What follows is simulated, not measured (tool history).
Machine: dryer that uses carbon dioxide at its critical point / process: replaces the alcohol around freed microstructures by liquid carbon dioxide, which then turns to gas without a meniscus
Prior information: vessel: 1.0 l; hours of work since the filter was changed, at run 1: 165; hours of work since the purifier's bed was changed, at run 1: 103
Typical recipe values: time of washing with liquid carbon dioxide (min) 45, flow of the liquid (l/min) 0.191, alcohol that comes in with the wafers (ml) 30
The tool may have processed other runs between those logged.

run,day,time of washing with liquid carbon dioxide (min),flow of the liquid (l/min),alcohol that comes in with the wafers (ml),hours of work since the filter was changed,hours of work since the purifier's bed was changed,alcohol left in the vessel before it's heated (ppm by volume)
1,0.000,45,0.191,30,165,103,120
2,0.679,45,0.191,34,176,114,133
3,1.312,45,0.191,34,186,125,145
4,1.975,45,0.191,34,197,135,146
5,2.517,32,0.191,30,206,144,509
6,2.854,45,0.191,30,211,150,138
7,3.154,45,0.191,30,216,155,139
8,3.812,39,0.191,30,227,165,248
9,4.292,45,0.191,102,234,173,367
10,4.962,45,0.191,102,245,184,371
11,5.596,45,0.288,30,256,194,65
12,6.129,45,0.191,20,264,203,123
13,6.421,67,0.191,30,269,208,64
14,6.783,45,0.191,43,275,214,210
15,7.333,45,0.191,43,284,223,207
16,7.738,45,0.191,100,290,229,391
17,8.154,45,0.191,100,297,236,387
18,8.500,45,0.191,100,303,241,396
19,9.067,45,0.191,100,312,251,381
20,9.679,45,0.191,100,322,261,405
21,9.983,45,0.191,30,327,266,173
22,10.479,45,0.205,30,335,274,145
23,11.092,45,0.191,30,345,284,189
24,11.675,32,0.150,42,354,293,1773
25,12.142,40,0.191,30,362,301,285
26,12.650,40,0.191,30,370,309,283
27,13.267,40,0.191,30,380,319,291
28,13.567,40,0.191,30,385,324,306
29,13.888,66,0.155,25,390,329,125
30,14.317,47,0.191,30,397,336,176
31,14.975,67,0.233,101,408,347,110
32,15.642,67,0.233,101,419,358,115
33,15.958,35,0.269,101,424,363,326
34,16.650,35,0.269,101,435,374,325
35,17.233,45,0.187,34,445,383,254
36,17.933,45,0.187,34,456,395,247
37,18.529,45,0.187,34,466,405,258
38,19.046,45,0.157,34,474,413,452
39,19.350,69,0.191,64,479,418,137
# day 19.862: inlet filter changed
40,20.088,69,0.191,64,4,429,137
41,20.717,45,0.276,30,14,439,138
42,21.042,36,0.255,68,19,445,244
43,21.733,36,0.255,72,30,456,253

The next listed run, before its measurement:
44,22.317,45,0.214,30,40,465,?

{"run 44": {"alcohol left in the vessel before it's heated (ppm by volume)": 173}}
With the hidden condition absent and the run-to-run variation left alone, this run would have shown alcohol left in the vessel before it's heated (ppm by volume) 35.
